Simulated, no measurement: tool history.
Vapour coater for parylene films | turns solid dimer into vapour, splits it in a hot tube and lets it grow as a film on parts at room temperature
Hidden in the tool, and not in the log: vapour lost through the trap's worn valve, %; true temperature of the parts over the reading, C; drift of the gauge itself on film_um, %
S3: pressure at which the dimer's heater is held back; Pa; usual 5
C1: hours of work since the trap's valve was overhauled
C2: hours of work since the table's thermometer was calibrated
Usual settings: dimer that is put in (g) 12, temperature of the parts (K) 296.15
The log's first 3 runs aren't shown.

run 4 hour=67.9 | dimer_that_is_put_in_(g)=12 temperature_of_the_parts_(K)=296.15 S3=5 | C1=388 C2=831 | thickness_of_the_film_(um)=2.31
run 5 hour=95.3 | dimer_that_is_put_in_(g)=12 temperature_of_the_parts_(K)=296.15 S3=5 | C1=408 C2=851 | thickness_of_the_film_(um)=2.28
run 6 hour=109.7 | dimer_that_is_put_in_(g)=12 temperature_of_the_parts_(K)=296.15 S3=5 | C1=419 C2=861 | thickness_of_the_film_(um)=2.18
run 7 hour=133.9 | dimer_that_is_put_in_(g)=12 temperature_of_the_parts_(K)=296.15 S3=5 | C1=436 C2=879 | thickness_of_the_film_(um)=2.25
run 8 hour=158.5 | dimer_that_is_put_in_(g)=12 temperature_of_the_parts_(K)=296.15 S3=5 | C1=454 C2=897 | thickness_of_the_film_(um)=2.29
run 9 hour=183.9 | dimer_that_is_put_in_(g)=12 temperature_of_the_parts_(K)=296.15 S3=5 | C1=473 C2=915 | thickness_of_the_film_(um)=2.25
-- hour=190.7 trap's valve overhauled
run 10 hour=207.4 | dimer_that_is_put_in_(g)=12 temperature_of_the_parts_(K)=296.15 S3=5 | C1=12 C2=929 | thickness_of_the_film_(um)=2.42
run 11 hour=229.5 | dimer_that_is_put_in_(g)=12 temperature_of_the_parts_(K)=296.15 S3=5 | C1=28 C2=945 | thickness_of_the_film_(um)=2.44
run 12 hour=257.4 | dimer_that_is_put_in_(g)=12 temperature_of_the_parts_(K)=296.15 S3=5 | C1=49 C2=966 | thickness_of_the_film_(um)=2.47
run 13 hour=284.1 | dimer_that_is_put_in_(g)=12 temperature_of_the_parts_(K)=296.15 S3=5 | C1=68 C2=985 | thickness_of_the_film_(um)=2.42
run 14 hour=313.2 | dimer_that_is_put_in_(g)=12 temperature_of_the_parts_(K)=296.15 S3=5 | C1=89 C2=1006 | thickness_of_the_film_(um)=2.38
-- hour=317.1 table's thermometer calibrated
run 15 hour=331.5 | dimer_that_is_put_in_(g)=12 temperature_of_the_parts_(K)=296.15 S3=5 | C1=102 C2=10 | thickness_of_the_film_(um)=2.49
run 16 hour=351.4 | dimer_that_is_put_in_(g)=12 temperature_of_the_parts_(K)=296.15 S3=5 | C1=116 C2=25 | thickness_of_the_film_(um)=2.48
run 17 hour=368.8 | dimer_that_is_put_in_(g)=12 temperature_of_the_parts_(K)=296.15 S3=2.42 | C1=129 C2=38 | thickness_of_the_film_(um)=2.78
run 18 hour=395.5 | dimer_that_is_put_in_(g)=12 temperature_of_the_parts_(K)=296.15 S3=2.42 | C1=148 C2=57 | thickness_of_the_film_(um)=2.76
run 19 hour=427.1 | dimer_that_is_put_in_(g)=17 temperature_of_the_parts_(K)=296.15 S3=5 | C1=171 C2=80 | thickness_of_the_film_(um)=3.49
run 20 hour=451.6 | dimer_that_is_put_in_(g)=12 temperature_of_the_parts_(K)=296.15 S3=5 | C1=189 C2=98 | thickness_of_the_film_(um)=2.4
run 21 hour=478.2 | dimer_that_is_put_in_(g)=12 temperature_of_the_parts_(K)=296.15 S3=5 | C1=208 C2=117 | thickness_of_the_film_(um)=2.41
run 22 hour=496.4 | dimer_that_is_put_in_(g)=12 temperature_of_the_parts_(K)=296.15 S3=5 | C1=222 C2=130 | thickness_of_the_film_(um)=2.41
run 23 hour=523.6 | dimer_that_is_put_in_(g)=12 temperature_of_the_parts_(K)=296.15 S3=5 | C1=241 C2=150 | thickness_of_the_film_(um)=2.4
run 24 hour=540.2 | dimer_that_is_put_in_(g)=12 temperature_of_the_parts_(K)=296.15 S3=3.02 | C1=254 C2=162 | thickness_of_the_film_(um)=2.56
run 25 hour=556.6 | dimer_that_is_put_in_(g)=8 temperature_of_the_parts_(K)=302.15 S3=2.89 | C1=265 C2=174 | thickness_of_the_film_(um)=1.32
run 26 hour=573.7 | dimer_that_is_put_in_(g)=17 temperature_of_the_parts_(K)=289.15 S3=2.89 | C1=278 C2=187 | thickness_of_the_film_(um)=4.68
run 27 hour=605.5 | dimer_that_is_put_in_(g)=17 temperature_of_the_parts_(K)=289.15 S3=2.89 | C1=301 C2=210 | thickness_of_the_film_(um)=4.7

Run 28 comes next. What will it give?
run 28 hour=633.1 | dimer_that_is_put_in_(g)=7 temperature_of_the_parts_(K)=303.15 S3=4.44 | C1=321 C2=230 | thickness_of_the_film_(um)=?

thickness of the film (um): 1.01
Without the tool's hidden state the same run would have given thickness of the film (um) 1.09.
